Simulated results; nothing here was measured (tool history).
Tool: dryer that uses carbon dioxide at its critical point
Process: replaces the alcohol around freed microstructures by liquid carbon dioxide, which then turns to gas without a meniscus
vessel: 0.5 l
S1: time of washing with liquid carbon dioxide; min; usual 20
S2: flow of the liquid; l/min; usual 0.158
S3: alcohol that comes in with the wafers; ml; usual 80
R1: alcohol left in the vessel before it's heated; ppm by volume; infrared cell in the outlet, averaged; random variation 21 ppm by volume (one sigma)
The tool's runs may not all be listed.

run	hour	S1	S2	S3	R1
1	0	20	0.158	80	1795
2	15.2	20	0.158	80	1826
3	25.4	21	0.158	80	1436
4	34.6	21	0.158	80	1442
5	50	21	0.158	80	1513
6	65.9	21	0.158	67	1246
7	85.4	20	0.158	80	1865
8	102.4	20	0.158	80	1817
9	115.9	16	0.158	80	4638
10	132.9	20	0.158	102	2410
11	145.7	20	0.158	102	2415
12	157	20	0.158	80	1865
13	169.7	20	0.158	80	1883
14	179.2	20	0.158	80	1904
15	198.5	20	0.158	80	1877
16	210.7	20	0.158	80	1911
17	220.3	20	0.158	80	1924
18	231	20	0.158	80	1991
19	250	22	0.158	80	1269
20	269.3	22	0.158	80	1268
21	281.6	22	0.158	80	1271
22	295	22	0.158	80	1283
23	310.7	20	0.158	58	1452
24	328.5	20	0.158	58	1458
25	337.7	19	0.096	117	19309
26	352.4	17	0.229	40	359
27	371.8	20	0.158	91	2282
28	387.5	13	0.212	26	1101
29	401.7	13	0.212	26	1101
30	420.1	26	0.172	46	214
31	436.9	26	0.172	41	207
32	446.9	23	0.172	86	738
33	464.8	13	0.12	23	5588
34	479.4	16	0.158	37	2281
35	490.5	12	0.158	55	8101
36	499.1	12	0.158	55	8058
37	519.2	12	0.158	55	8132
38	535.1	13	0.158	55	6630
# hour 539.5: inlet filter changed
39	550	19	0.247	55	123
40	562.9	12	0.099	80	27844
41	579.6	19	0.158	80	1753
42	590.6	25	0.263	62	40
43	603	32	0.241	62	38
44	616.5	23	0.169	53	334
45	629.4	20	0.224	65	193
46	644.9	20	0.117	106	6480

Forecast each of these 5 alternatives for the next run:
A	655	20	0.15	106	?
B	655	20	0.116	106	?
C	655	30	0.268	106	?
D	655	20	0.12	49	?
E	655	20	0.117	106	?

run	R1
A	2387
B	6960
C	44
D	2899
E	6792
Without the tool's hidden state the same runs would have given:
run	R1
A	2247
B	6690
C	5
D	2761
E	6526

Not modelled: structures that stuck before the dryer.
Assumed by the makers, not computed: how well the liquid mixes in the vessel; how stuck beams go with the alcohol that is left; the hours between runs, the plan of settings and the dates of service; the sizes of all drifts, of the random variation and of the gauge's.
